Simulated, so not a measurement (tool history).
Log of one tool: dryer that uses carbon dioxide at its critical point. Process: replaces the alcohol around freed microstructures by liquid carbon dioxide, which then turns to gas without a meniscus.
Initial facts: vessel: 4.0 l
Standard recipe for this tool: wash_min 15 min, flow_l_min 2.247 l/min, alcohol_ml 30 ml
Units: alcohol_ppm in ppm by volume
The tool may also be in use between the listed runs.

run 1 hour=0.0 | wash_min=15 flow_l_min=2.247 alcohol_ml=30 | alcohol_ppm=33
run 2 hour=9.0 | wash_min=15 flow_l_min=2.247 alcohol_ml=30 | alcohol_ppm=38
run 3 hour=14.3 | wash_min=15 flow_l_min=2.247 alcohol_ml=30 | alcohol_ppm=51
run 4 hour=26.5 | wash_min=15 flow_l_min=2.247 alcohol_ml=90 | alcohol_ppm=59
run 5 hour=36.1 | wash_min=15 flow_l_min=2.247 alcohol_ml=90 | alcohol_ppm=52
run 6 hour=43.5 | wash_min=15 flow_l_min=2.247 alcohol_ml=90 | alcohol_ppm=66
run 7 hour=54.0 | wash_min=15 flow_l_min=2.247 alcohol_ml=30 | alcohol_ppm=52
-- hour=63.4 inlet filter changed
run 8 hour=67.2 | wash_min=10 flow_l_min=2.247 alcohol_ml=30 | alcohol_ppm=89
run 9 hour=72.4 | wash_min=17 flow_l_min=2.247 alcohol_ml=30 | alcohol_ppm=40
run 10 hour=79.8 | wash_min=17 flow_l_min=2.247 alcohol_ml=30 | alcohol_ppm=49
run 11 hour=87.5 | wash_min=17 flow_l_min=2.247 alcohol_ml=30 | alcohol_ppm=55
run 12 hour=100.1 | wash_min=15 flow_l_min=2.247 alcohol_ml=30 | alcohol_ppm=56
run 13 hour=109.3 | wash_min=15 flow_l_min=2.247 alcohol_ml=30 | alcohol_ppm=50
run 14 hour=120.0 | wash_min=20 flow_l_min=2.247 alcohol_ml=30 | alcohol_ppm=43
run 15 hour=125.8 | wash_min=20 flow_l_min=2.247 alcohol_ml=30 | alcohol_ppm=54
run 16 hour=137.6 | wash_min=15 flow_l_min=3.130 alcohol_ml=30 | alcohol_ppm=52
run 17 hour=142.9 | wash_min=15 flow_l_min=1.760 alcohol_ml=30 | alcohol_ppm=73
run 18 hour=152.3 | wash_min=15 flow_l_min=2.247 alcohol_ml=30 | alcohol_ppm=58
run 19 hour=162.0 | wash_min=15 flow_l_min=2.247 alcohol_ml=30 | alcohol_ppm=57
run 20 hour=169.6 | wash_min=15 flow_l_min=2.260 alcohol_ml=30 | alcohol_ppm=52
run 21 hour=175.5 | wash_min=15 flow_l_min=2.260 alcohol_ml=30 | alcohol_ppm=60
run 22 hour=182.5 | wash_min=15 flow_l_min=2.260 alcohol_ml=30 | alcohol_ppm=58
run 23 hour=190.4 | wash_min=15 flow_l_min=2.260 alcohol_ml=30 | alcohol_ppm=57
run 24 hour=202.1 | wash_min=15 flow_l_min=2.260 alcohol_ml=30 | alcohol_ppm=65
run 25 hour=213.6 | wash_min=9 flow_l_min=3.390 alcohol_ml=98 | alcohol_ppm=84
run 26 hour=226.4 | wash_min=20 flow_l_min=3.780 alcohol_ml=33 | alcohol_ppm=73
run 27 hour=231.8 | wash_min=23 flow_l_min=1.650 alcohol_ml=33 | alcohol_ppm=59
run 28 hour=241.3 | wash_min=17 flow_l_min=2.390 alcohol_ml=30 | alcohol_ppm=63
run 29 hour=250.5 | wash_min=18 flow_l_min=2.440 alcohol_ml=42 | alcohol_ppm=60
run 30 hour=262.0 | wash_min=13 flow_l_min=2.110 alcohol_ml=30 | alcohol_ppm=92
run 31 hour=273.1 | wash_min=15 flow_l_min=3.190 alcohol_ml=44 | alcohol_ppm=66
run 32 hour=284.0 | wash_min=11 flow_l_min=3.350 alcohol_ml=40 | alcohol_ppm=71
run 33 hour=294.5 | wash_min=11 flow_l_min=1.930 alcohol_ml=66 | alcohol_ppm=232
run 34 hour=306.6 | wash_min=11 flow_l_min=1.930 alcohol_ml=66 | alcohol_ppm=226
run 35 hour=315.4 | wash_min=9 flow_l_min=2.247 alcohol_ml=30 | alcohol_ppm=163
run 36 hour=320.9 | wash_min=9 flow_l_min=1.880 alcohol_ml=30 | alcohol_ppm=252
run 37 hour=333.1 | wash_min=18 flow_l_min=2.700 alcohol_ml=20 | alcohol_ppm=69
run 38 hour=340.9 | wash_min=18 flow_l_min=2.700 alcohol_ml=20 | alcohol_ppm=63
run 39 hour=353.0 | wash_min=18 flow_l_min=2.700 alcohol_ml=20 | alcohol_ppm=85
run 40 hour=359.2 | wash_min=16 flow_l_min=2.247 alcohol_ml=97 | alcohol_ppm=82
run 41 hour=365.9 | wash_min=13 flow_l_min=1.810 alcohol_ml=30 | alcohol_ppm=126
run 42 hour=373.0 | wash_min=15 flow_l_min=1.660 alcohol_ml=101 | alcohol_ppm=198
run 43 hour=381.6 | wash_min=17 flow_l_min=2.180 alcohol_ml=30 | alcohol_ppm=82
run 44 hour=391.2 | wash_min=17 flow_l_min=2.180 alcohol_ml=30 | alcohol_ppm=86
run 45 hour=397.0 | wash_min=15 flow_l_min=1.430 alcohol_ml=30 | alcohol_ppm=155

3 options for the next run, each taken on its own from the tool as it stands now. Forecast them:
run A hour=404.1 | wash_min=15 flow_l_min=3.240 alcohol_ml=30 | alcohol_ppm=?
run B hour=404.1 | wash_min=19 flow_l_min=1.430 alcohol_ml=82 | alcohol_ppm=?
run C hour=404.1 | wash_min=15 flow_l_min=2.750 alcohol_ml=47 | alcohol_ppm=?

run=A alcohol_ppm=84
run=B alcohol_ppm=137
run=C alcohol_ppm=76
Take away the tool's hidden state, keep each run's random variation, and the runs would have read:
run=A alcohol_ppm=5
run=B alcohol_ppm=47
run=C alcohol_ppm=0

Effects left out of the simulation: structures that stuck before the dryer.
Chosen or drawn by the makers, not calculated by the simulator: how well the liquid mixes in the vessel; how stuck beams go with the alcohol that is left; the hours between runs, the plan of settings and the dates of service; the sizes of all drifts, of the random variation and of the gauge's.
